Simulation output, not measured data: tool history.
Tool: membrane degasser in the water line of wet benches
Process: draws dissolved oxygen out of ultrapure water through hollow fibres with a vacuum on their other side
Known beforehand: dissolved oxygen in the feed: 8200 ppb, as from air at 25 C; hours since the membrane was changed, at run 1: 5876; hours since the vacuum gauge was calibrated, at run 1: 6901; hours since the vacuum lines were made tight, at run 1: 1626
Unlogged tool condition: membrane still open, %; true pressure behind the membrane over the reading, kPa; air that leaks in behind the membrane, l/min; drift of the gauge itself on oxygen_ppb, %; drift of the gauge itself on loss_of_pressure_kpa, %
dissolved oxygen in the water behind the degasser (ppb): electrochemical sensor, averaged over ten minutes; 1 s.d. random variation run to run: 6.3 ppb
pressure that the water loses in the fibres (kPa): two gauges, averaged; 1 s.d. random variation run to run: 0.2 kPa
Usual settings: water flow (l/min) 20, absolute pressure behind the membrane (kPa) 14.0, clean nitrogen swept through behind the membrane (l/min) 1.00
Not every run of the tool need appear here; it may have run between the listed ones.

run,hour,water flow (l/min),absolute pressure behind the membrane (kPa),clean nitrogen swept through behind the membrane (l/min),hours since the membrane was changed,hours since the vacuum gauge was calibrated,hours since the vacuum lines were made tight,dissolved oxygen in the water behind the degasser (ppb),pressure that the water loses in the fibres (kPa)
1,0.0,20,14.0,1.00,5876,6901,1626,627.7,44.69
2,67.0,20,14.0,1.00,5943,6968,1693,619.0,44.45
3,209.2,20,14.0,0.91,6086,7110,1835,664.8,45.03
4,321.5,20,14.0,1.51,6198,7222,1947,489.4,44.60
5,447.3,20,14.0,1.51,6324,7348,2073,493.4,45.02
6,514.1,20,14.0,1.51,6391,7415,2140,497.5,44.99
7,648.4,20,20.0,1.51,6525,7549,2274,652.2,45.41
8,748.7,20,20.0,1.51,6625,7649,2374,642.0,44.94
9,819.5,27,14.0,1.00,6696,7720,2445,928.1,61.06
10,923.9,20,14.0,1.00,6800,7825,2549,628.5,45.56
11,986.9,20,14.0,0.77,6863,7888,2612,731.7,45.30
12,1124.6,20,16.9,0.77,7001,8025,2750,882.6,45.21
13,1214.6,20,8.4,1.00,7091,8115,2840,405.4,45.33
14,1350.3,20,8.4,1.00,7227,8251,2976,398.4,45.25
15,1487.1,20,15.4,1.00,7364,8388,3113,684.7,45.69
16,1627.0,20,15.4,1.00,7503,8528,3253,669.8,45.64
17,1690.3,20,15.4,1.00,7567,8591,3316,694.1,45.76
# hour 1798.2: gauge calibrated
18,1798.2,20,9.5,1.66,7675,8699,3424,352.4,44.53
# hour 1818.1: seals of the vacuum lines changed
19,1937.7,29,28.1,1.54,7812,8836,120,1320.6,64.73
20,2053.0,29,20.7,1.54,7927,8952,235,1065.0,65.16
# hour 2110.4: vacuum gauge calibrated
21,2143.1,23,20.7,1.54,8017,33,325,801.9,51.77
22,2263.0,31,17.2,2.03,8137,153,444,925.5,69.79

What will run 23 give?
23,2401.9,14,19.9,0.41,8276,291,583,?,?

dissolved oxygen in the water behind the degasser (ppb): 1097.3
pressure that the water loses in the fibres (kPa): 31.65
With the hidden condition absent and the run-to-run variation left alone, this run would have shown dissolved oxygen in the water behind the degasser (ppb) 1096.9, pressure that the water loses in the fibres (kPa) 31.30.
